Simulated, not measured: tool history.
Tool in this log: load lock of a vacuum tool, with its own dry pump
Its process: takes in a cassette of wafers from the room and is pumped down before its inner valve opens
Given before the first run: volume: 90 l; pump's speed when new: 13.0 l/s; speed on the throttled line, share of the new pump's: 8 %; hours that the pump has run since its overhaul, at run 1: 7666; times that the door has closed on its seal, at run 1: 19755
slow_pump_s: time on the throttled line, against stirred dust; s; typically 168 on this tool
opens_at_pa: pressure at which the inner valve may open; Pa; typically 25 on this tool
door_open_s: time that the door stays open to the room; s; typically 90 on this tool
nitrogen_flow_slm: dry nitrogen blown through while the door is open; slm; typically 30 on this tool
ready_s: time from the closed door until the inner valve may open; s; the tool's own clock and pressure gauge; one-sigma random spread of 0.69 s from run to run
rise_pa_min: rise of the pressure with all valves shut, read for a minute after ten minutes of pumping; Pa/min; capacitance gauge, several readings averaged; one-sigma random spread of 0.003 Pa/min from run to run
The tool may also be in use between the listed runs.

run	hour	slow_pump_s	opens_at_pa	door_open_s	nitrogen_flow_slm	hours that the pump has run since its overhaul	times that the door has closed on its seal	incoming humidity of the room's air, %	ready_s	rise_pa_min
1	0	168	25	90	30	7666	19755	45.4	211.9	0.018
2	285	168	25	90	30	7951	20667	44.3	211.7	0.022
3	619.7	168	25	90	30	8285	21737	42.2	213	0.016
4	891.4	168	25	90	30	8557	22606	44.9	212.5	0.012
5	1164.8	168	25	90	30	8830	23481	46.8	213	0.017
6	1526.2	168	25	90	30	9192	24636	44.8	211.6	0.011
7	1793.6	290	25	90	30	9459	25492	43.9	325.4	0.012
8	2105.1	290	25	90	30	9771	26488	45.2	323.9	0.021
9	2415.7	168	42	90	30	10081	27481	48	208.5	0.016
10	2663.2	168	42	90	30	10329	28273	42.8	208.5	0.014
11	2854.9	168	25	90	30	10521	28886	48.1	211.6	0.017
12	3205.4	168	25	43	30	10871	30007	40.4	212	0.01
13	3377.1	168	25	33	30	11043	30556	46	212.3	0.012
14	3540.8	168	25	33	30	11206	31080	44.9	211.8	0.011
15	3758.5	168	25	33	30	11424	31776	44.7	211.5	0.019
16	4035.5	223	28	225	30	11701	32662	44.1	260.8	0.018
17	4189.4	168	28	66	28	11855	33154	44.4	211	0.018
18	4385.4	307	25	66	28	12051	33781	47.3	339.9	0.019
19	4707.4	307	25	66	28	12373	34811	45.3	340.6	0.016
20	4956.8	311	25	133	28	12622	35609	46.4	342.5	0.019
21	5213.7	89	29	122	5	12879	36430	44.2	138.8	0.029
22	5525	89	32	122	25	13191	37426	44	137	0.017
23	5819.9	168	25	90	33	13485	38369	45.2	212	0.016
24	6053.4	168	35	34	30	13719	39116	43.5	209.4	0.01

What if the next run were any one of these 3? Each begins from the tool's condition after run 24:
A	6369.4	113	46	34	9	14035	40127	43.6	?	?
B	6369.4	168	26	69	13	14035	40127	44.9	?	?
C	6369.4	168	25	90	9	14035	40127	46.6	?	?

run	ready_s	rise_pa_min
A	156.9	0.018
B	212.2	0.019
C	212.4	0.026
Without the tool's unlogged condition, the same runs would have read:
run	ready_s	rise_pa_min
A	156.9	0.016
B	212.1	0.017
C	212.3	0.024
